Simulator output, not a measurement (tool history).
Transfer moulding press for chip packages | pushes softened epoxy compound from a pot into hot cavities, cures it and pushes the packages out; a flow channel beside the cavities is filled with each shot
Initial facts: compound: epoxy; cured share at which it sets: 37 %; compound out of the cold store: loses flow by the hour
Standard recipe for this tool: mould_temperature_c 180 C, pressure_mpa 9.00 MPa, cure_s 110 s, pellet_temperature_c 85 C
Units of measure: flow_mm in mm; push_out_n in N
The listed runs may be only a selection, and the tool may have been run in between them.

| run | hour | mould_temperature_c | pressure_mpa | cure_s | pellet_temperature_c | incoming compound's hours out of the cold store | flow_mm | push_out_n |
|---|---|---|---|---|---|---|---|---|
| 1 | 0.0 | 180 | 9.00 | 110 | 85 | 43.2 | 795 | 686 |
|  | 42.6 | cavities cleaned with cleaning compound and waxed |
| 2 | 54.5 | 180 | 9.00 | 110 | 85 | 32.3 | 824 | 974 |
| 3 | 93.4 | 180 | 9.00 | 110 | 85 | 38.4 | 796 | 986 |
|  | 112.0 | cavities cleaned with cleaning compound and waxed |
| 4 | 166.6 | 182 | 9.00 | 110 | 85 | 40.7 | 770 | 705 |
|  | 175.4 | plunger's sealing rings changed |
|  | 181.8 | cavities cleaned with cleaning compound and waxed |
| 5 | 213.3 | 182 | 9.00 | 110 | 85 | 44.3 | 781 | 629 |
|  | 251.0 | cavities cleaned with cleaning compound and waxed |
| 6 | 271.5 | 180 | 9.00 | 110 | 80 | 16.3 | 895 | 759 |
|  | 319.3 | cavities cleaned with cleaning compound and waxed |
| 7 | 347.2 | 180 | 9.00 | 110 | 80 | 46.9 | 767 | 738 |
|  | 391.3 | cavities cleaned with cleaning compound and waxed |
|  | 413.9 | plunger's sealing rings changed |
| 8 | 429.0 | 186 | 9.00 | 110 | 85 | 16.7 | 880 | 563 |
|  | 453.3 | cavities cleaned with cleaning compound and waxed, once more |
| 9 | 464.3 | 186 | 9.57 | 110 | 85 | 29.6 | 853 | 493 |
| 10 | 506.2 | 186 | 9.57 | 110 | 85 | 29.6 | 847 | 612 |
|  | 521.5 | cavities cleaned with cleaning compound and waxed |
| 11 | 568.9 | 180 | 7.17 | 110 | 85 | 41.3 | 703 | 848 |
|  | 595.7 | mould's thermocouples calibrated |
|  | 597.2 | cavities cleaned with cleaning compound and waxed |
| 12 | 637.0 | 180 | 7.17 | 110 | 85 | 36.9 | 708 | 719 |
|  | 655.5 | plunger's sealing rings changed |
|  | 671.2 | cavities cleaned with cleaning compound and waxed |
| 13 | 696.2 | 180 | 9.00 | 134 | 85 | 11.4 | 922 | 546 |
|  | 742.9 | cavities cleaned with cleaning compound and waxed |
| 14 | 767.6 | 180 | 9.00 | 120 | 83 | 12.4 | 899 | 653 |
|  | 811.0 | cavities cleaned with cleaning compound and waxed |
| 15 | 834.4 | 180 | 9.00 | 120 | 83 | 33.7 | 808 | 614 |
| 16 | 865.7 | 180 | 9.00 | 120 | 83 | 18.0 | 872 | 730 |
|  | 877.7 | cavities cleaned with cleaning compound and waxed |
|  | 896.2 | plunger's sealing rings changed |
| 17 | 909.2 | 180 | 9.00 | 120 | 83 | 10.1 | 930 | 667 |
|  | 948.5 | cavities cleaned with cleaning compound and waxed |
| 18 | 979.8 | 181 | 9.39 | 91 | 81 | 15.6 | 912 | 1219 |
|  | 1020.9 | cavities cleaned with cleaning compound and waxed |
| 19 | 1041.7 | 185 | 9.39 | 134 | 81 | 36.3 | 804 | 474 |
|  | 1091.3 | cavities cleaned with cleaning compound and waxed |
| 20 | 1091.8 | 175 | 8.59 | 125 | 82 | 30.8 | 824 | 716 |
|  | 1136.0 | plunger's sealing rings changed |
|  | 1160.5 | cavities cleaned with cleaning compound and waxed |
| 21 | 1163.7 | 175 | 10.84 | 136 | 76 | 9.0 | 1048 | 673 |
| 22 | 1197.5 | 179 | 6.87 | 110 | 76 | 27.1 | 750 | 881 |
|  | 1229.1 | cavities cleaned with cleaning compound and waxed |
| 23 | 1269.6 | 175 | 7.32 | 110 | 86 | 14.8 | 823 | 1301 |
|  | 1297.4 | cavities cleaned with cleaning compound and waxed |
| 24 | 1303.3 | 175 | 9.30 | 110 | 86 | 42.3 | 811 | 950 |
|  | 1365.2 | cavities cleaned with cleaning compound and waxed |
|  | 1373.0 | plunger's sealing rings changed |
| 25 | 1374.8 | 180 | 10.63 | 126 | 75 | 12.9 | 1013 | 591 |

Subtracting, for every run, the result it would have given without the tool's unlogged condition from the measured result gives the following. The same run-to-run variation enters both numbers; the gauge's scatter may not:
What the log doesn't record here: true mould temperature over the reading, C; pressure that reaches the compound, % of what is set; grip of the stained cavities, % over clean ones'; drift of the gauge itself on flow_mm, %; drift of the gauge itself on push_out_n, %.
| run | flow_mm | push_out_n |
|---|---|---|
| 1 | -5 | +144 |
| 2 | -13 | +397 |
| 3 | -17 | +406 |
| 4 | -27 | +204 |
| 5 | -4 | +151 |
| 6 | -11 | +159 |
| 7 | -19 | +170 |
| 8 | +1 | +131 |
| 9 | -3 | +68 |
| 10 | -8 | +173 |
| 11 | -14 | +269 |
| 12 | -26 | +167 |
| 13 | -5 | +85 |
| 14 | -16 | +124 |
| 15 | -24 | +115 |
| 16 | -30 | +211 |
| 17 | +0 | +148 |
| 18 | -9 | +302 |
| 19 | -16 | +79 |
| 20 | -22 | +77 |
| 21 | -2 | +83 |
| 22 | -6 | +250 |
| 23 | -15 | +387 |
| 24 | -20 | +148 |
| 25 | +6 | +95 |
